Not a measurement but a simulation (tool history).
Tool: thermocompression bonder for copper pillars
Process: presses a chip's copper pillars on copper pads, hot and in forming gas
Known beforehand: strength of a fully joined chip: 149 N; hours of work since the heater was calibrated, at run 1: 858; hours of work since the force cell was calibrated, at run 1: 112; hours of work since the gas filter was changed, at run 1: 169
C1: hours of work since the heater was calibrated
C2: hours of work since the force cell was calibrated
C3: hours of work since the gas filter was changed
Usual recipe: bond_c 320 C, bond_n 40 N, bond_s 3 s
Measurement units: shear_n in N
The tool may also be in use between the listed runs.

run 1 hour=0 | bond_c=320 bond_n=40 bond_s=3 | C1=858 C2=112 C3=169 | shear_n=88.1
run 2 hour=5.2 | bond_c=320 bond_n=40 bond_s=3 | C1=861 C2=115 C3=172 | shear_n=87.3
run 3 hour=12 | bond_c=320 bond_n=40 bond_s=3 | C1=865 C2=119 C3=176 | shear_n=87.1
run 4 hour=20.4 | bond_c=320 bond_n=40 bond_s=3 | C1=870 C2=124 C3=181 | shear_n=87.3
run 5 hour=28.4 | bond_c=320 bond_n=40 bond_s=3 | C1=875 C2=129 C3=186 | shear_n=86.9
run 6 hour=37.2 | bond_c=320 bond_n=40 bond_s=3 | C1=881 C2=135 C3=192 | shear_n=86
run 7 hour=46.4 | bond_c=320 bond_n=40 bond_s=3 | C1=886 C2=140 C3=197 | shear_n=86.9
run 8 hour=52.9 | bond_c=320 bond_n=40 bond_s=3 | C1=890 C2=144 C3=201 | shear_n=85.4
run 9 hour=57.1 | bond_c=320 bond_n=40 bond_s=3 | C1=893 C2=147 C3=204 | shear_n=86.6
run 10 hour=63.3 | bond_c=320 bond_n=40 bond_s=3 | C1=897 C2=151 C3=208 | shear_n=84
run 11 hour=67.5 | bond_c=320 bond_n=40 bond_s=3 | C1=899 C2=153 C3=210 | shear_n=85
run 12 hour=74.5 | bond_c=320 bond_n=40 bond_s=4 | C1=904 C2=157 C3=215 | shear_n=93.2
run 13 hour=79.4 | bond_c=320 bond_n=40 bond_s=4 | C1=907 C2=160 C3=218 | shear_n=92.1
run 14 hour=85.2 | bond_c=320 bond_n=40 bond_s=3 | C1=910 C2=164 C3=221 | shear_n=85.4
run 15 hour=89.8 | bond_c=343 bond_n=40 bond_s=3 | C1=913 C2=167 C3=224 | shear_n=100.5
run 16 hour=98.8 | bond_c=343 bond_n=40 bond_s=3 | C1=919 C2=172 C3=230 | shear_n=102.1
run 17 hour=106.9 | bond_c=320 bond_n=40 bond_s=3 | C1=924 C2=177 C3=234 | shear_n=85.2
run 18 hour=112.6 | bond_c=320 bond_n=40 bond_s=3 | C1=927 C2=181 C3=238 | shear_n=85.5
run 19 hour=118.6 | bond_c=320 bond_n=40 bond_s=3 | C1=931 C2=185 C3=242 | shear_n=83.6
run 20 hour=128.5 | bond_c=320 bond_n=40 bond_s=3 | C1=937 C2=191 C3=248 | shear_n=82.9
run 21 hour=137 | bond_c=343 bond_n=40 bond_s=3 | C1=942 C2=196 C3=253 | shear_n=102.4
run 22 hour=147 | bond_c=343 bond_n=40 bond_s=3 | C1=948 C2=202 C3=259 | shear_n=99.3
-- hour=149.5 heater calibrated with a thermocouple chip
-- hour=153.5 forming gas filter changed
run 23 hour=156.5 | bond_c=320 bond_n=40 bond_s=5 | C1=4 C2=206 C3=2 | shear_n=101.8
run 24 hour=161.4 | bond_c=320 bond_n=40 bond_s=5 | C1=7 C2=209 C3=5 | shear_n=101.2
run 25 hour=170.6 | bond_c=326 bond_n=46 bond_s=5 | C1=13 C2=215 C3=11 | shear_n=109.3
run 26 hour=177 | bond_c=326 bond_n=46 bond_s=5 | C1=17 C2=219 C3=14 | shear_n=110.2
run 27 hour=184.9 | bond_c=326 bond_n=46 bond_s=5 | C1=21 C2=224 C3=19 | shear_n=110.3
-- hour=190.4 heater calibrated with a thermocouple chip, once more
run 28 hour=195.7 | bond_c=320 bond_n=53 bond_s=5 | C1=3 C2=229 C3=25 | shear_n=118.6
run 29 hour=203.6 | bond_c=327 bond_n=38 bond_s=2 | C1=8 C2=234 C3=30 | shear_n=89.1
run 30 hour=209.3 | bond_c=323 bond_n=45 bond_s=2 | C1=12 C2=237 C3=33 | shear_n=92.2
run 31 hour=216.6 | bond_c=320 bond_n=55 bond_s=7 | C1=16 C2=242 C3=38 | shear_n=125.5
run 32 hour=220.9 | bond_c=320 bond_n=55 bond_s=7 | C1=19 C2=244 C3=40 | shear_n=124.5
run 33 hour=227.3 | bond_c=304 bond_n=58 bond_s=2 | C1=23 C2=248 C3=44 | shear_n=84.4
run 34 hour=233.1 | bond_c=304 bond_n=58 bond_s=2 | C1=26 C2=252 C3=48 | shear_n=84.7
run 35 hour=238.6 | bond_c=298 bond_n=28 bond_s=2 | C1=30 C2=255 C3=51 | shear_n=57.5
run 36 hour=245.4 | bond_c=295 bond_n=32 bond_s=2 | C1=34 C2=260 C3=55 | shear_n=58.3
run 37 hour=253.7 | bond_c=320 bond_n=25 bond_s=6 | C1=39 C2=265 C3=60 | shear_n=98.6
run 38 hour=262.3 | bond_c=314 bond_n=29 bond_s=2 | C1=44 C2=270 C3=66 | shear_n=68.6
run 39 hour=269.6 | bond_c=332 bond_n=60 bond_s=3 | C1=49 C2=274 C3=70 | shear_n=115.9

Some steps in shear_n, run to run, broken into two amounts with sign: the step expected even without the hidden condition (settings, incoming material, random variation), and the rest, left for the hidden condition together with whatever gauge scatter is not in both the measured and the hidden-condition-free result:
The hidden state here: true temperature of the bond over the reading, C; force that reaches the chip, % of what is set; oxide that the forming gas leaves, % of the face; drift of the gauge itself on shear_n, %.
Run 20 -> 21: bond_c 320 -> 343. shear_n +19.5 N: hidden state -1.4, all else +20.9.
Run 22 -> 23: bond_c 343 -> 320, bond_s 3 -> 5, heater calibrated with a thermocouple chip, forming gas filter changed. shear_n +2.5 N: hidden state +5, all else -2.5.
Run 27 -> 28: bond_c 326 -> 320, bond_n 46 -> 53, heater calibrated with a thermocouple chip, once more. shear_n +8.3 N: hidden state +8.8, all else -0.5.
Run 32 -> 33: bond_c 320 -> 304, bond_n 55 -> 58, bond_s 7 -> 2. shear_n -40.1 N: hidden state +0.2, all else -40.3.
Run 36 -> 37: bond_c 295 -> 320, bond_n 32 -> 25, bond_s 2 -> 6. shear_n +40.3 N: hidden state -1.2, all else +41.5.
Run 38 -> 39: bond_c 314 -> 332, bond_n 29 -> 60, bond_s 2 -> 3. shear_n +47.3 N: hidden state -1.4, all else +48.7.

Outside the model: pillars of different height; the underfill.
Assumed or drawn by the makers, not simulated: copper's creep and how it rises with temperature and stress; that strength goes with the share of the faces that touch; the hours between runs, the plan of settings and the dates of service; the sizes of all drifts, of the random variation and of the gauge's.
